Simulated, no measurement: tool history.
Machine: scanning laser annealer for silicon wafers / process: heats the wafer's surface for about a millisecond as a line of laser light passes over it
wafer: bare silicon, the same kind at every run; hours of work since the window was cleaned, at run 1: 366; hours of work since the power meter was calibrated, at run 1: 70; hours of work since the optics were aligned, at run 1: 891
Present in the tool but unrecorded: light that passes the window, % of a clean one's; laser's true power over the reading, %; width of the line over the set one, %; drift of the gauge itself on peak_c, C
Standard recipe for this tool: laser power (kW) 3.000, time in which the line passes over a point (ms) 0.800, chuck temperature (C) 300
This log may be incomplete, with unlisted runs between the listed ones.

run    hour  laser power (kW)  time in which the line passes over a point (ms)  chuck temperature (C)  hours of work since the window was cleaned  hours of work since the power meter was calibrated  hours of work since the optics were aligned  highest temperature of the surface (C)
  1     0.0             3.000                                            0.800                    300                                         366                                                  70                                          891                                    1118
       21.3  -- window over the wafer cleaned
  2    58.4             3.000                                            0.800                    300                                          27                                                 111                                          932                                    1118
  3    93.6             3.086                                            0.800                    300                                          53                                                 137                                          958                                    1139
  4   126.6             3.086                                            0.657                    300                                          77                                                 161                                          983                                    1054
      164.3  -- optics aligned, line set to its width
  5   170.1             2.792                                            0.657                    300                                         106                                                 189                                            4                                     982
  6   230.2             2.792                                            0.657                    300                                         150                                                 234                                           48                                     981
  7   276.9             3.000                                            0.759                    300                                         184                                                 268                                           83                                    1093
  8   333.8             3.000                                            0.759                    300                                         226                                                 310                                          125                                    1097
  9   388.4             3.000                                            0.759                    300                                         266                                                 350                                          165                                    1091
 10   430.1             3.000                                            0.759                    300                                         297                                                 381                                          196                                    1091
 11   474.6             3.000                                            0.759                    300                                         330                                                 413                                          228                                    1094
 12   508.7             3.000                                            0.759                    266                                         355                                                 439                                          253                                    1060
      548.0  -- window over the wafer cleaned
 13   565.8             3.000                                            0.759                    266                                          13                                                 479                                          294                                    1062
 14   623.2             3.000                                            0.759                    266                                          55                                                 521                                          336                                    1060
 15   667.5             3.000                                            0.759                    266                                          88                                                 554                                          369                                    1059
 16   715.7             3.000                                            0.922                    300                                         123                                                 589                                          404                                    1183
 17   742.6             3.000                                            0.922                    300                                         143                                                 609                                          424                                    1185
 18   792.7             3.000                                            0.922                    300                                         180                                                 646                                          461                                    1185
 19   826.7             3.000                                            0.922                    300                                         205                                                 671                                          486                                    1181
 20   855.3             3.000                                            0.922                    300                                         226                                                 692                                          507                                    1186
 21   893.7             3.000                                            0.922                    300                                         254                                                 720                                          535                                    1182
 22   939.2             2.845                                            0.788                    300                                         288                                                 754                                          568                                    1069
 23   967.0             2.845                                            0.788                    300                                         308                                                 774                                          589                                    1068
 24  1003.3             2.607                                            0.900                    308                                         335                                                 801                                          616                                    1065
 25  1047.6             3.000                                            0.726                    300                                         367                                                 833                                          648                                    1074
     1067.7  -- window over the wafer cleaned
 26  1082.3             3.135                                            0.958                    319                                          11                                                 857                                          672                                    1265
 27  1138.2             3.096                                            0.800                    267                                          52                                                 899                                          713                                    1106
 28  1183.1             2.919                                            0.887                    267                                          85                                                 932                                          746                                    1113
 29  1224.3             2.919                                            0.887                    267                                         115                                                 962                                          777                                    1113
 30  1259.3             2.829                                            0.979                    300                                         141                                                 988                                          802                                    1162
 31  1302.9             2.829                                            0.979                    300                                         173                                                1020                                          834                                    1162
 32  1350.9             2.829                                            0.979                    300                                         208                                                1055                                          870                                    1162
 33  1401.0             3.228                                            0.800                    325                                         245                                                1092                                          907                                    1202

For run 34, what comes out?
 34  1456.7             3.228                                            0.800                    325                                         286                                                1133                                          948                                       ?

{"run 34": {"highest temperature of the surface (C)": 1207}}
Take away the tool's hidden state, keep the run-to-run variation as it was, and the same run would have given highest temperature of the surface (C) 1208.
